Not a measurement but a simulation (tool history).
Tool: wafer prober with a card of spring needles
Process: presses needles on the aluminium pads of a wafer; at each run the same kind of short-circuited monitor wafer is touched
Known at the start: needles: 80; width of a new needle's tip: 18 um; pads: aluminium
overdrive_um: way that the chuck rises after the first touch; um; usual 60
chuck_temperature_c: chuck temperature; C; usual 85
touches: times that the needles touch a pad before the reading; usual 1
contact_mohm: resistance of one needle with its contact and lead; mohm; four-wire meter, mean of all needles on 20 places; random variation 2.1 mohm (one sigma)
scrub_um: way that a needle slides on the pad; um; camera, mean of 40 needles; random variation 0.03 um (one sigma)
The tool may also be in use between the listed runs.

run     day  overdrive_um  chuck_temperature_c  touches  contact_mohm  scrub_um
  1   0.000            60                   85        1           244     13.49
      1.021  -- tips cleaned on abrasive film
  2   1.883            60                   85        1           264     13.44
      2.142  -- tips cleaned on abrasive film
      3.346  -- tips cleaned on abrasive film
  3   4.271            60                   85        2           249     13.35
      4.438  -- tips cleaned on abrasive film
      5.596  -- tips cleaned on abrasive film
  4   5.854            60                   85        2           244     13.37
      6.717  -- tips cleaned on abrasive film
  5   7.033            60                   88        1           258     13.26
      8.025  -- tips cleaned on abrasive film
      9.246  -- tips cleaned on abrasive film
  6   9.504            60                   88        1           254     13.27
      9.646  -- height of the first contact set anew
     10.412  -- tips cleaned on abrasive film
  7  11.479            49                   44        1           281     10.79
     11.717  -- tips cleaned on abrasive film
     12.946  -- tips cleaned on abrasive film
  8  13.800            70                   27        2           227     15.46
     14.162  -- tips cleaned on abrasive film
     15.275  -- tips cleaned on abrasive film
  9  16.250            70                   27        3           225     15.41
     16.388  -- tips cleaned on abrasive film
     17.633  -- tips cleaned on abrasive film
     18.221  -- height of the first contact set anew, once more
     18.804  -- tips cleaned on abrasive film
 10  18.804            74                   93        3           228     16.60

Forecast each of these 4 alternatives for the next run:
     20.025  -- tips cleaned on abrasive film
  A  20.317            74                   86        3             ?         ?
     20.025  -- tips cleaned on abrasive film
  B  20.317            51                  121        1             ?         ?
     20.025  -- tips cleaned on abrasive film
  C  20.317            74                   62        2             ?         ?
     20.025  -- tips cleaned on abrasive film
  D  20.317            79                   85        1             ?         ?

run  contact_mohm  scrub_um
  A           227     16.58
  B           271     11.42
  C           233     16.58
  D           239     17.74
Without the tool's hidden state the same runs would have given:
run  contact_mohm  scrub_um
  A           220     16.62
  B           241     11.46
  C           222     16.62
  D           224     17.77
